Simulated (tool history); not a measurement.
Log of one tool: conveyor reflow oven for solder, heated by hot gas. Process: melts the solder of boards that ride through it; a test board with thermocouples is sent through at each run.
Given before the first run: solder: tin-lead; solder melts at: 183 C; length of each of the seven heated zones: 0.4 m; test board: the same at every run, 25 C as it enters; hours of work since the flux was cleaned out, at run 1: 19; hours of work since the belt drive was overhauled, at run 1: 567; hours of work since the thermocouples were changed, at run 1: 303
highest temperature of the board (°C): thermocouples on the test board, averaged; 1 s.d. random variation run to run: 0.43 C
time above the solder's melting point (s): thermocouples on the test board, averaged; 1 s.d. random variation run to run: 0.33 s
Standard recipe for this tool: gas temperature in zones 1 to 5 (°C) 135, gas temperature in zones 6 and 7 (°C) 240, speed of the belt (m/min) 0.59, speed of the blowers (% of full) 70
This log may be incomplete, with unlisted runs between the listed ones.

run,hour,gas temperature in zones 1 to 5 (°C),gas temperature in zones 6 and 7 (°C),speed of the belt (m/min),speed of the blowers (% of full),hours of work since the flux was cleaned out,hours of work since the belt drive was overhauled,hours of work since the thermocouples were changed,highest temperature of the board (°C),time above the solder's melting point (s)
1,0,135,240,0.59,70,19,567,303,221.4,63.9
2,26.8,135,237,0.59,70,36,584,320,218.1,61.5
3,51.1,135,237,0.59,70,51,599,336,217.9,60.9
4,83.7,135,240,0.59,61,72,620,356,217.8,60.1
5,128.2,135,237,0.59,70,100,649,385,218.2,60.4
6,165.7,135,237,0.59,70,124,672,409,216.6,60.5
7,196.4,137,240,0.59,70,144,692,428,220.5,62.9
8,234.1,137,240,0.59,70,168,716,452,220,62.8
9,259.4,148,253,0.6,68,184,732,468,232.3,74.3
10,298,135,240,0.536,56,209,757,493,218.1,66.8

Forecast run 11:
# hour 330.9: flux residue cleaned out of gas plates and filters
11,347.8,139,240,0.59,70,11,785,521,?,?

highest temperature of the board (°C): 221.8
time above the solder's melting point (s): 65.4
Take away the tool's hidden state, keep the run-to-run variation as it was, and the same run would have given highest temperature of the board (°C) 223.4, time above the solder's melting point (s) 65.8.
